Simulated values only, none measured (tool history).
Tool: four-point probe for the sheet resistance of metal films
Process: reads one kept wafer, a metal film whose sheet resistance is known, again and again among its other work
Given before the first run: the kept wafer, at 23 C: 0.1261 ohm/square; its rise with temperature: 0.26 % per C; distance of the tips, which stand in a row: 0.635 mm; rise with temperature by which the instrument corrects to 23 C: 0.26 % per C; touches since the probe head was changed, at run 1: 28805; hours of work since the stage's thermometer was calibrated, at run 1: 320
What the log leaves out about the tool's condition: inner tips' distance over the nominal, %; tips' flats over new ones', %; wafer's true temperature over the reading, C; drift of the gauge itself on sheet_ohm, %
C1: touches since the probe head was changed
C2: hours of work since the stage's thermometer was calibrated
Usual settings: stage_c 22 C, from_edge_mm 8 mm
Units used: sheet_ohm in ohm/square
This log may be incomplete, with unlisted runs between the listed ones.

Run 1, hour 0: usual settings; C1 28805; C2 320. Result: sheet_ohm 0.125905 ohm/square.
Run 2, hour 36.9: usual settings; C1 29599; C2 348. Result: sheet_ohm 0.125877 ohm/square.
Run 3, hour 72.7: usual settings; C1 30367; C2 375. Result: sheet_ohm 0.125883 ohm/square.
Run 4, hour 110.5: usual settings but from_edge_mm 18 mm; C1 31179; C2 404. Result: sheet_ohm 0.12548 ohm/square.
Run 5, hour 162.2: usual settings; C1 32289; C2 444. Result: sheet_ohm 0.125813 ohm/square.
Run 6, hour 199.4: usual settings but from_edge_mm 3 mm; C1 33088; C2 472. Result: sheet_ohm 0.128333 ohm/square.
Run 7, hour 233.1: usual settings but from_edge_mm 3 mm; C1 33812; C2 498. Result: sheet_ohm 0.128317 ohm/square.
Run 8, hour 269.2: usual settings but from_edge_mm 3 mm; C1 34586; C2 526. Result: sheet_ohm 0.128304 ohm/square.
Run 9, hour 311.6: usual settings but from_edge_mm 3 mm; C1 35498; C2 558. Result: sheet_ohm 0.12832 ohm/square.
At hour 316.1: stage's thermometer calibrated.
Run 10, hour 366.4: usual settings but from_edge_mm 3 mm; C1 36663; C2 38. Result: sheet_ohm 0.128292 ohm/square.
Run 11, hour 408.2: usual settings but from_edge_mm 3 mm; C1 37562; C2 70. Result: sheet_ohm 0.128241 ohm/square.
Run 12, hour 459.9: usual settings but from_edge_mm 10 mm; C1 38672; C2 110. Result: sheet_ohm 0.125542 ohm/square.
Run 13, hour 515.9: usual settings but from_edge_mm 10 mm; C1 39874; C2 153. Result: sheet_ohm 0.1255 ohm/square.
At hour 528.8: stage's thermometer calibrated, once more.
Run 14, hour 575: usual settings but from_edge_mm 10 mm; C1 41132; C2 35. Result: sheet_ohm 0.125527 ohm/square.
Run 15, hour 608.9: usual settings but from_edge_mm 10 mm; C1 41862; C2 61. Result: sheet_ohm 0.125506 ohm/square.
Run 16, hour 637.1: usual settings; C1 42467; C2 83. Result: sheet_ohm 0.125725 ohm/square.
Run 17, hour 694: usual settings but from_edge_mm 3 mm; C1 43689; C2 126. Result: sheet_ohm 0.128204 ohm/square.
Run 18, hour 736.4: usual settings but from_edge_mm 24 mm; C1 44601; C2 159. Result: sheet_ohm 0.125267 ohm/square.
Run 19, hour 790.4: usual settings but from_edge_mm 24 mm; C1 45760; C2 200. Result: sheet_ohm 0.125252 ohm/square.
Run 20, hour 815.8: usual settings but from_edge_mm 24 mm; C1 46305; C2 220. Result: sheet_ohm 0.12524 ohm/square.
Run 21, hour 860.8: usual settings but stage_c 33 C; C1 47271; C2 254. Result: sheet_ohm 0.12562 ohm/square.
Run 22, hour 911.8: usual settings but stage_c 27 C, from_edge_mm 72 mm; C1 48367; C2 293. Result: sheet_ohm 0.125141 ohm/square.
Run 23, hour 957.8: usual settings but stage_c 29 C, from_edge_mm 31 mm; C1 49354; C2 328. Result: sheet_ohm 0.125179 ohm/square.
Run 24, hour 1016.5: usual settings but stage_c 20 C, from_edge_mm 23 mm; C1 50616; C2 373. Result: sheet_ohm 0.125114 ohm/square.
Run 25, hour 1056: usual settings but stage_c 20 C, from_edge_mm 23 mm; C1 51463; C2 403. Result: sheet_ohm 0.125078 ohm/square.
Run 26, hour 1084.9: usual settings but stage_c 20 C, from_edge_mm 46 mm; C1 52084; C2 425. Result: sheet_ohm 0.125082 ohm/square.
Run 27, hour 1136: usual settings but stage_c 24 C; C1 53183; C2 465. Result: sheet_ohm 0.125468 ohm/square.
Run 28, hour 1187.5: usual settings but stage_c 24 C; C1 54289; C2 504. Result: sheet_ohm 0.125468 ohm/square.
Run 29, hour 1247.6: usual settings but stage_c 30 C, from_edge_mm 6 mm; C1 55579; C2 550. Result: sheet_ohm 0.125799 ohm/square.
Run 30, hour 1302.5: usual settings but stage_c 30 C, from_edge_mm 6 mm; C1 56758; C2 592. Result: sheet_ohm 0.125803 ohm/square.
Run 31, hour 1350.4: usual settings but stage_c 30 C, from_edge_mm 5 mm; C1 57787; C2 629. Result: sheet_ohm 0.126074 ohm/square.

Hidden condition of the tool, last listed run before each entry between runs versus first listed run after:
Run 9 -> run 10: stage's thermometer calibrated (hour 316.1)
  inner tips' distance over the nominal, %: -0.532 -> -0.547; tips' flats over new ones', %: 83 -> 86; wafer's true temperature over the reading, C: -0.1 -> -0.14
  measured minus no-state result, sheet_ohm: -0.000774 -> -0.00081 ohm/square
Run 13 -> run 14: stage's thermometer calibrated, once more (hour 528.8)
  inner tips' distance over the nominal, %: -0.589 -> -0.604; tips' flats over new ones', %: 93 -> 96; wafer's true temperature over the reading, C: -0.16 -> 0.03
  measured minus no-state result, sheet_ohm: -0.000858 -> -0.000814 ohm/square
